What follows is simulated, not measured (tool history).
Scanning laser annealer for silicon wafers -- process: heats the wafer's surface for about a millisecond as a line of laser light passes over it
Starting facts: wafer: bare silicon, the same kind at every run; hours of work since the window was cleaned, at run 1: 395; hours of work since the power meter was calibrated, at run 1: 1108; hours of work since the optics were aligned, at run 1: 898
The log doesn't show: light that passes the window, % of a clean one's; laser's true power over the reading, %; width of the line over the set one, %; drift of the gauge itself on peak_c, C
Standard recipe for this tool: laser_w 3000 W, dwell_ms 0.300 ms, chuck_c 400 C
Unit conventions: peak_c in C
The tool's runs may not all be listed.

run    hour  laser_w  dwell_ms  chuck_c  hours of work since the window was cleaned  hours of work since the power meter was calibrated  hours of work since the optics were aligned  peak_c
  1     0.0     3000     0.300      400                                         395                                                1108                                          898    1212
  2    33.2     3203     0.300      400                                         417                                                1129                                          919    1276
  3    67.5     2697     0.300      400                                         439                                                1152                                          942    1117
  4    99.2     3000     0.300      400                                         460                                                1172                                          962    1213
  5   122.9     3000     0.300      400                                         475                                                1188                                          978    1209
  6   157.2     3000     0.300      400                                         497                                                1210                                         1000    1205
  7   194.7     3000     0.300      400                                         522                                                1234                                         1024    1203
  8   227.1     3000     0.300      432                                         543                                                1255                                         1045    1239
  9   251.6     3000     0.300      400                                         559                                                1271                                         1061    1201
 10   278.7     3000     0.332      400                                         576                                                1289                                         1079    1238
 11   326.0     3000     0.332      400                                         607                                                1320                                         1110    1237
 12   371.1     3295     0.300      400                                         636                                                1349                                         1139    1290
 13   410.7     3295     0.300      400                                         662                                                1375                                         1165    1287
 14   433.9     3000     0.300      383                                         677                                                1390                                         1180    1180
 15   465.1     3000     0.300      400                                         698                                                1410                                         1200    1193
 16   498.0     3000     0.300      400                                         719                                                1431                                         1221    1195
      506.5  -- optics aligned, line set to its width
 17   539.5     3000     0.300      400                                         743                                                1455                                           21    1182
 18   584.2     3000     0.300      400                                         772                                                1484                                           50    1179
 19   637.1     3000     0.300      400                                         806                                                1519                                           85    1180
 20   683.7     3000     0.300      385                                         836                                                1549                                          115    1158
 21   717.7     3000     0.300      385                                         858                                                1571                                          137    1164
 22   767.6     3000     0.300      385                                         891                                                1603                                          170    1152
 23   801.5     3000     0.267      379                                         913                                                1625                                          192    1113
      814.2  -- optics aligned, line set to its width, once more
 24   857.4     3000     0.300      420                                         946                                                1658                                           28    1226
 25   883.6     3273     0.337      400                                         963                                                1675                                           45    1329
 26   920.5     2678     0.337      400                                         987                                                1699                                           69    1136
      928.5  -- window over the wafer cleaned
 27   954.9     2678     0.337      400                                          17                                                1721                                           90    1183
 28   993.1     3000     0.300      388                                          42                                                1745                                          115    1234
 29  1021.2     3000     0.300      388                                          60                                                1764                                          133    1234
 30  1049.6     3000     0.293      418                                          79                                                1782                                          152    1257

What will run 31 give?
 31  1101.6     2869     0.344      392                                         112                                                1816                                          185       ?

Logged for run 31: peak_c 1240 C.
Take away the tool's hidden state, keep the run-to-run variation as it was, and the same run would have given peak_c 1235 C.
